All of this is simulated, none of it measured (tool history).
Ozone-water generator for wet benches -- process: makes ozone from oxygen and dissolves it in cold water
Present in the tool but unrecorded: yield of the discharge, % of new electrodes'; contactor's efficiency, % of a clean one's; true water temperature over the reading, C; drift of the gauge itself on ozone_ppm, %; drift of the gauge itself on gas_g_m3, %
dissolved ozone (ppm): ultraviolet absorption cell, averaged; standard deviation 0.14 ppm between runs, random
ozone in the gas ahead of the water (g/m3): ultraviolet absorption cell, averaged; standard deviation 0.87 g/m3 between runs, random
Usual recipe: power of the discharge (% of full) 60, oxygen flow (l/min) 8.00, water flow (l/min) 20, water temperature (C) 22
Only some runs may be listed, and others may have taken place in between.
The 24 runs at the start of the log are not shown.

run	hour	power of the discharge (% of full)	oxygen flow (l/min)	water flow (l/min)	water temperature (C)	hours of work since the electrodes were changed	hours of work since the contactor was cleaned	hours of work since the thermometer was calibrated	dissolved ozone (ppm)	ozone in the gas ahead of the water (g/m3)
25	703.8	88	4.96	20	25	831	1783	1889	18.7	229.5
26	722.2	88	4.96	20	25	846	1799	1904	18.6	227.7
27	761.0	76	4.96	12	16	878	1831	1936	28.3	203.8
28	795.4	76	4.96	32	16	907	1859	1964	12.7	203.1
29	819.4	76	4.96	32	22	926	1879	1984	11.9	202.8
30	841.5	60	8.00	20	21	945	1897	2003	15.4	138.4
31	875.4	79	8.00	20	15	973	1925	2031	20.7	168.8
32	906.1	82	4.44	14	22	998	1951	2056	24.5	228.6

Here are 4 independent what-if runs from the current tool condition. What would each one return?
A	948.1	60	8.00	20	21	1033	1985	2091	?	?
B	948.1	82	6.42	14	22	1033	1985	2091	?	?
C	948.1	49	9.64	23	22	1033	1985	2091	?	?
D	948.1	98	4.44	18	14	1033	1985	2091	?	?

run	dissolved ozone (ppm)	ozone in the gas ahead of the water (g/m3)
A	15.2	137.1
B	24.2	191.6
C	11.9	110.6
D	25.7	257.8
Without the tool's unlogged condition, the same runs would have read:
run	dissolved ozone (ppm)	ozone in the gas ahead of the water (g/m3)
A	15.9	140.1
B	25.4	196.8
C	12.4	112.5
D	27.1	265.7

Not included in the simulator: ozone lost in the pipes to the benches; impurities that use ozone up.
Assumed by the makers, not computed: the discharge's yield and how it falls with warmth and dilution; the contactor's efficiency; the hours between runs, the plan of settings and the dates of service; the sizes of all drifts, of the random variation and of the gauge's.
